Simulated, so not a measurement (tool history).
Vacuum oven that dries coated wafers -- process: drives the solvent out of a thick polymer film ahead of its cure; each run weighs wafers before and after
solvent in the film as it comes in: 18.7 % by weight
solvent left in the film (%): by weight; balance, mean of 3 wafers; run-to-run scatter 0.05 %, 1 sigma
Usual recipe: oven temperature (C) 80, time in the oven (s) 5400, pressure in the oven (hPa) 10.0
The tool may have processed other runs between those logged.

| run | hour | oven temperature (C) | time in the oven (s) | pressure in the oven (hPa) | solvent left in the film (%) |
|---|---|---|---|---|---|
| 1 | 0.0 | 80 | 5400 | 10.0 | 2.57 |
| 2 | 53.4 | 80 | 4320 | 10.0 | 3.40 |
| 3 | 154.5 | 80 | 4320 | 10.0 | 3.46 |
| 4 | 202.6 | 80 | 4320 | 25.1 | 5.02 |
| 5 | 297.2 | 80 | 5400 | 10.0 | 2.70 |
| 6 | 352.4 | 80 | 3660 | 10.0 | 4.15 |
| 7 | 453.8 | 80 | 3660 | 10.0 | 4.13 |
| 8 | 525.2 | 80 | 3660 | 10.0 | 4.16 |
|  | 532.5 | vacuum gauge cleaned of residue and calibrated |
| 9 | 580.7 | 80 | 3660 | 10.0 | 4.25 |
| 10 | 651.1 | 80 | 3600 | 10.0 | 4.29 |
|  | 732.4 | vacuum gauge cleaned of residue and calibrated, once more |
| 11 | 751.4 | 80 | 3960 | 10.0 | 3.34 |
| 12 | 830.9 | 80 | 3960 | 10.0 | 3.43 |
| 13 | 910.2 | 80 | 3960 | 10.0 | 3.39 |
|  | 1003.4 | oven's thermocouples calibrated |
| 14 | 1006.1 | 84 | 5280 | 36.3 | 4.68 |
| 15 | 1089.4 | 80 | 5400 | 10.9 | 2.94 |
| 16 | 1185.8 | 69 | 5400 | 8.2 | 5.92 |
| 17 | 1255.7 | 90 | 7320 | 23.3 | 2.07 |
| 18 | 1309.2 | 69 | 8760 | 23.3 | 6.17 |
| 19 | 1383.0 | 80 | 5040 | 24.7 | 4.58 |
| 20 | 1442.3 | 80 | 5040 | 24.7 | 4.64 |
| 21 | 1516.8 | 80 | 5040 | 24.7 | 4.64 |
| 22 | 1593.2 | 80 | 5040 | 24.7 | 4.67 |

A few steps of solvent left in the film (%) between consecutive runs. Split each: what settings, incoming material and random variation would produce without the hidden state, and what is left over for the hidden state, along with gauge scatter present in only one of the two compared results (measured, and without hidden state):
Hidden state at play: true wafer temperature over the reading, C; true pressure over the reading, kPa; drift of the gauge itself on solvent_pct, %.
Run 10 -> 11: time in the oven (s) 3600 -> 3960, vacuum gauge cleaned of residue and calibrated, once more. solvent left in the film (%) -0.95: hidden state -0.44, all else -0.51.
Run 13 -> 14: oven temperature (C) 80 -> 84, time in the oven (s) 3960 -> 5280, pressure in the oven (hPa) 10.0 -> 36.3, oven's thermocouples calibrated. solvent left in the film (%) +1.29: hidden state +0.70, all else +0.59.
Run 16 -> 17: oven temperature (C) 69 -> 90, time in the oven (s) 5400 -> 7320, pressure in the oven (hPa) 8.2 -> 23.3. solvent left in the film (%) -3.85: hidden state +0.04, all else -3.89.
Run 17 -> 18: oven temperature (C) 90 -> 69, time in the oven (s) 7320 -> 8760. solvent left in the film (%) +4.10: hidden state -0.02, all else +4.12.
